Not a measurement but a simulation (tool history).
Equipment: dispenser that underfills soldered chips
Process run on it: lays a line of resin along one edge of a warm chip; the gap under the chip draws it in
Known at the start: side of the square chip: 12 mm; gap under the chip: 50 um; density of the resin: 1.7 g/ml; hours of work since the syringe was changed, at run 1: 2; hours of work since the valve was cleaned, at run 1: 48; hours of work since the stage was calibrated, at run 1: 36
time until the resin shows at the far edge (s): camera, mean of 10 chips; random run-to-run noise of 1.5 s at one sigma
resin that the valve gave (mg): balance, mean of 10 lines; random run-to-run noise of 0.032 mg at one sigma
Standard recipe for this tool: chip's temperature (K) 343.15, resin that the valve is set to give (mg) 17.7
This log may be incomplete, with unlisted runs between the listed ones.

| run | hour | chip's temperature (K) | resin that the valve is set to give (mg) | hours of work since the syringe was changed | hours of work since the valve was cleaned | hours of work since the stage was calibrated | time until the resin shows at the far edge (s) | resin that the valve gave (mg) |
|---|---|---|---|---|---|---|---|---|
| 1 | 0 | 343.15 | 17.7 | 2 | 48 | 36 | 170.6 | 17.3 |
|  | 6 | dispensing valve cleaned and set on the balance |
| 2 | 7.5 | 343.15 | 17.7 | 7 | 1 | 41 | 236.8 | 17.68 |
|  | 8.8 | new syringe of resin |
| 3 | 11.3 | 343.15 | 17.7 | 2 | 3 | 43 | 163.9 | 17.68 |
| 4 | 15.3 | 343.15 | 17.7 | 5 | 6 | 46 | 197.9 | 17.56 |
|  | 20.3 | new syringe of resin |
| 5 | 20.8 | 343.15 | 17.7 | 0 | 10 | 50 | 155.4 | 17.54 |
| 6 | 25.2 | 343.15 | 17.7 | 3 | 13 | 53 | 194.3 | 17.53 |
| 7 | 28.3 | 356.15 | 17.7 | 6 | 15 | 55 | 116.7 | 17.56 |
|  | 31.6 | new syringe of resin |
| 8 | 34.3 | 343.15 | 17.7 | 2 | 19 | 59 | 170 | 17.52 |
| 9 | 39.4 | 343.15 | 17.7 | 5 | 23 | 63 | 217.9 | 17.51 |
|  | 43.4 | new syringe of resin |
| 10 | 44.3 | 343.15 | 17.7 | 1 | 26 | 66 | 154.2 | 17.47 |
| 11 | 49.4 | 333.15 | 17.7 | 4 | 30 | 70 | 330.7 | 17.38 |
|  | 55 | new syringe of resin |
| 12 | 56.5 | 332.15 | 17.7 | 1 | 35 | 74 | 276.6 | 17.34 |
| 13 | 59.7 | 343.15 | 17.7 | 3 | 37 | 77 | 183.7 | 17.3 |
|  | 66.5 | new syringe of resin |
| 14 | 66.9 | 343.15 | 17.7 | 0 | 42 | 82 | 153 | 17.33 |
| 15 | 70 | 343.15 | 17.7 | 2 | 44 | 84 | 176.5 | 17.33 |
| 16 | 76.9 | 342.15 | 17.7 | 7 | 49 | 89 | 258.1 | 17.27 |
|  | 78.4 | new syringe of resin |
|  | 82 | dispensing valve cleaned and set on the balance |
| 17 | 84.3 | 342.15 | 16.5 | 3 | 2 | 93 | 197.5 | 16.46 |
| 18 | 87.5 | 343.15 | 17.7 | 6 | 4 | 95 | 217.1 | 17.64 |
|  | 90.9 | new syringe of resin |
| 19 | 92.2 | 343.15 | 17.7 | 1 | 7 | 98 | 155.5 | 17.59 |
| 20 | 95.6 | 328.15 | 21.4 | 3 | 9 | 101 | 396.7 | 21.28 |
| 21 | 101.6 | 333.15 | 19.9 | 7 | 14 | 105 | 404.3 | 19.78 |
|  | 102.4 | new syringe of resin |
| 22 | 107.4 | 333.15 | 19.9 | 3 | 17 | 109 | 322.6 | 19.73 |
| 23 | 112 | 357.15 | 19.9 | 7 | 21 | 112 | 120.4 | 19.65 |
|  | 113.9 | new syringe of resin |
| 24 | 118.9 | 343.15 | 18.8 | 4 | 25 | 117 | 186.3 | 18.55 |
| 25 | 123.4 | 343.15 | 18.8 | 7 | 29 | 120 | 228.3 | 18.56 |
|  | 125.6 | new syringe of resin |
| 26 | 127.5 | 343.15 | 18.8 | 1 | 31 | 122 | 162.7 | 18.52 |
| 27 | 133.4 | 353.15 | 21.1 | 6 | 35 | 127 | 127.9 | 20.74 |
|  | 137.1 | new syringe of resin |
| 28 | 138.3 | 353.15 | 21.1 | 1 | 39 | 130 | 95.1 | 20.75 |
| 29 | 142.4 | 353.15 | 21.1 | 4 | 42 | 133 | 116.7 | 20.66 |
| 30 | 147.6 | 337.15 | 21.8 | 7 | 45 | 136 | 323.8 | 21.37 |
|  | 149 | new syringe of resin |
| 31 | 153.8 | 330.15 | 16 | 3 | 49 | 141 | 396.4 | 15.66 |
|  | 157.9 | dispensing valve cleaned and set on the balance |
|  | 161.5 | new syringe of resin |
| 32 | 162 | 342.15 | 18.4 | 0 | 3 | 145 | 161.6 | 18.35 |
| 33 | 166.5 | 349.15 | 15.5 | 4 | 6 | 149 | 144.5 | 15.42 |
| 34 | 172 | 349.15 | 15.5 | 7 | 10 | 152 | 189.1 | 15.46 |
|  | 173 | new syringe of resin |
| 35 | 177 | 353.15 | 15.6 | 3 | 13 | 156 | 112.3 | 15.5 |
| 36 | 183.6 | 341.15 | 21.5 | 7 | 18 | 160 | 269.7 | 21.37 |

What would each run have given without the hidden state, its run-to-run variation left as it was?
The hidden state here: resin's viscosity, % of fresh resin's; dose that the valve gives, % of what is set; true chip temperature over the reading, C; drift of the gauge itself on fill_s, %; drift of the gauge itself on given_mg, %.
| run | time until the resin shows at the far edge (s) | resin that the valve gave (mg) |
|---|---|---|
| 1 | 144.1 | 17.74 |
| 2 | 148 | 17.74 |
| 3 | 146.6 | 17.75 |
| 4 | 146.2 | 17.66 |
| 5 | 146.8 | 17.66 |
| 6 | 149 | 17.68 |
| 7 | 77.4 | 17.73 |
| 8 | 144.7 | 17.72 |
| 9 | 146.4 | 17.74 |
| 10 | 148.1 | 17.72 |
| 11 | 249.2 | 17.66 |
| 12 | 257.3 | 17.66 |
| 13 | 147.4 | 17.63 |
| 14 | 146.4 | 17.7 |
| 15 | 145.9 | 17.71 |
| 16 | 153.8 | 17.7 |
| 17 | 153.5 | 16.5 |
| 18 | 145.6 | 17.69 |
| 19 | 147 | 17.66 |
| 20 | 317.7 | 21.39 |
| 21 | 244.7 | 19.92 |
| 22 | 240.3 | 19.91 |
| 23 | 72.2 | 19.86 |
| 24 | 144.9 | 18.79 |
| 25 | 143.5 | 18.82 |
| 26 | 144.7 | 18.81 |
| 27 | 86.3 | 21.1 |
| 28 | 87.6 | 21.14 |
| 29 | 88.7 | 21.08 |
| 30 | 191.6 | 21.84 |
| 31 | 298.9 | 16.03 |
| 32 | 152.3 | 18.37 |
| 33 | 109.9 | 15.46 |
| 34 | 111 | 15.52 |
| 35 | 91.2 | 15.59 |
| 36 | 160.4 | 21.54 |

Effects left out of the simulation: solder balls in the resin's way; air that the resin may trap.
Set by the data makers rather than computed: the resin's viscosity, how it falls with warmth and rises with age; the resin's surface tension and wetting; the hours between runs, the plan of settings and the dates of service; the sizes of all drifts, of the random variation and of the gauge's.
